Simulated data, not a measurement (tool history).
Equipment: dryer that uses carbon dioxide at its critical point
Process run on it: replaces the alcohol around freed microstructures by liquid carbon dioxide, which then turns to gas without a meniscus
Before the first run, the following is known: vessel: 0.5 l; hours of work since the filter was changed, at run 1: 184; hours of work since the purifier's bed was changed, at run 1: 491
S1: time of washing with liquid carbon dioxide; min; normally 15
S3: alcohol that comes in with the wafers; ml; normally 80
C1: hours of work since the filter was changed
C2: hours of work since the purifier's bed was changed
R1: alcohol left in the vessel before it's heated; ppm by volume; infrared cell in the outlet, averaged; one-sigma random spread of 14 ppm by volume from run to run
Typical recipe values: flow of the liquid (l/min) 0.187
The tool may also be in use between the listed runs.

Run 1, day 0.000: usual settings; C1 184; C2 491. Result: R1 1249 ppm by volume.
Run 2, day 1.550: usual settings; C1 205; C2 512. Result: R1 1219 ppm by volume.
Run 3, day 3.025: usual settings; C1 225; C2 532. Result: R1 1282 ppm by volume.
Run 4, day 4.338: usual settings but S3 88 ml; C1 243; C2 550. Result: R1 1432 ppm by volume.
Run 5, day 5.492: usual settings but S3 88 ml; C1 258; C2 566. Result: R1 1459 ppm by volume.
Run 6, day 6.588: usual settings but S1 20 min, S3 88 ml; C1 273; C2 580. Result: R1 442 ppm by volume.
Run 7, day 7.600: usual settings but flow of the liquid (l/min) 0.215; C1 287; C2 594. Result: R1 744 ppm by volume.
Run 8, day 8.492: usual settings but flow of the liquid (l/min) 0.215; C1 299; C2 606. Result: R1 753 ppm by volume.
Run 9, day 9.621: usual settings but flow of the liquid (l/min) 0.215, S3 44 ml; C1 314; C2 622. Result: R1 514 ppm by volume.
Run 10, day 10.721: usual settings but flow of the liquid (l/min) 0.215, S3 44 ml; C1 329; C2 637. Result: R1 525 ppm by volume.
Run 11, day 11.471: usual settings but S1 16 min, flow of the liquid (l/min) 0.236, S3 85 ml; C1 340; C2 647. Result: R1 433 ppm by volume.
Run 12, day 12.829: usual settings but S1 14 min, flow of the liquid (l/min) 0.179, S3 25 ml; C1 358; C2 665. Result: R1 890 ppm by volume.
Run 13, day 14.392: usual settings but S1 9 min, flow of the liquid (l/min) 0.130, S3 81 ml; C1 379; C2 686. Result: R1 22878 ppm by volume.
Run 14, day 15.683: usual settings but S1 9 min, flow of the liquid (l/min) 0.130, S3 81 ml; C1 397; C2 704. Result: R1 23630 ppm by volume.
Run 15, day 16.442: usual settings but S1 14 min, flow of the liquid (l/min) 0.278, S3 81 ml; C1 407; C2 714. Result: R1 427 ppm by volume.
Run 16, day 17.429: usual settings but S1 22 min; C1 420; C2 728. Result: R1 378 ppm by volume.
Run 17, day 18.350: usual settings but S1 14 min, flow of the liquid (l/min) 0.150, S3 25 ml; C1 433; C2 740. Result: R1 1794 ppm by volume.
Run 18, day 19.471: usual settings but S1 13 min, flow of the liquid (l/min) 0.155, S3 74 ml; C1 448; C2 755. Result: R1 5554 ppm by volume.
Run 19, day 20.829: usual settings but S1 9 min, flow of the liquid (l/min) 0.155, S3 109 ml; C1 467; C2 774. Result: R1 22725 ppm by volume.
Run 20, day 22.179: usual settings but S1 9 min, flow of the liquid (l/min) 0.155, S3 109 ml; C1 485; C2 792. Result: R1 22352 ppm by volume.

Forecast each of these 4 alternatives for the next run:
Run A, day 23.304: usual settings but S1 13 min, flow of the liquid (l/min) 0.155, S3 109 ml; C1 500; C2 807. Result: R1 ?.
Run B, day 23.304: usual settings but S1 12 min; C1 500; C2 807. Result: R1 ?.
Run C, day 23.304: usual settings but S1 10 min, flow of the liquid (l/min) 0.233, S3 20 ml; C1 500; C2 807. Result: R1 ?.
Run D, day 23.304: usual settings but flow of the liquid (l/min) 0.140, S3 28 ml; C1 500; C2 807. Result: R1 ?.

run    R1
  A  8446
  B  4285
  C  1067
  D  2089
Had the tool no hidden state, the same runs would have come out as:
run    R1
  A  5200
  B  2424
  C   484
  D  1156
